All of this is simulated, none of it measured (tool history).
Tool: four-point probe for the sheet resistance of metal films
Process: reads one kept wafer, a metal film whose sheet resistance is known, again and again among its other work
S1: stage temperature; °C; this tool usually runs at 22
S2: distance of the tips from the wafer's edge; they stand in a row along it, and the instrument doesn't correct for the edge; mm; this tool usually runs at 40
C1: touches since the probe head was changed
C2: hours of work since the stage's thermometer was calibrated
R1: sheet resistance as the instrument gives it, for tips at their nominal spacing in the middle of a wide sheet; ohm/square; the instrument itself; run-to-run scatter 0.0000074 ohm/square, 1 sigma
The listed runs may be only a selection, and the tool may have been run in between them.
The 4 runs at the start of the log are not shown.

run    hour  S1  S2     C1    C2        R1
  5   216.0  22  40  18804   227  0.037078
  6   316.2  20  40  21375   282  0.037020
  7   396.6  25  40  23435   325  0.037191
  8   501.7  25  40  26132   382  0.037213
  9   570.9  25  40  27907   420  0.037225
 10   668.7  25  40  30416   473  0.037229
 11   741.4  22  40  32281   512  0.037103
 12   828.0  22  40  34501   559  0.037119
 13   876.5  22  40  35747   585  0.037130
 14   960.6  22  40  37904   631  0.037136
 15  1019.8  22  40  39423   663  0.037119
 16  1096.7  22  40  41395   704  0.037132
 17  1197.4  26  40  43979   759  0.037299
 18  1270.2  22  17  45845   798  0.037197
 19  1313.5  21  10  46957   822  0.037296
 20  1389.1  21  10  48896   863  0.037305
 21  1444.3  28  26  50313   892  0.037405
 22  1544.0  34  27  52870   946  0.037620
 23  1611.1  20  18  54591   983  0.037134
 24  1716.4  20  18  57291  1040  0.037128

Estimate the outcome of run 25 from the log above:
 25  1797.4  18  31  59369  1084   ?

R1: 0.037026 ohm/square
On a tool with no hidden condition, and with the same random variation, this run would have come out at R1 0.036929 ohm/square.

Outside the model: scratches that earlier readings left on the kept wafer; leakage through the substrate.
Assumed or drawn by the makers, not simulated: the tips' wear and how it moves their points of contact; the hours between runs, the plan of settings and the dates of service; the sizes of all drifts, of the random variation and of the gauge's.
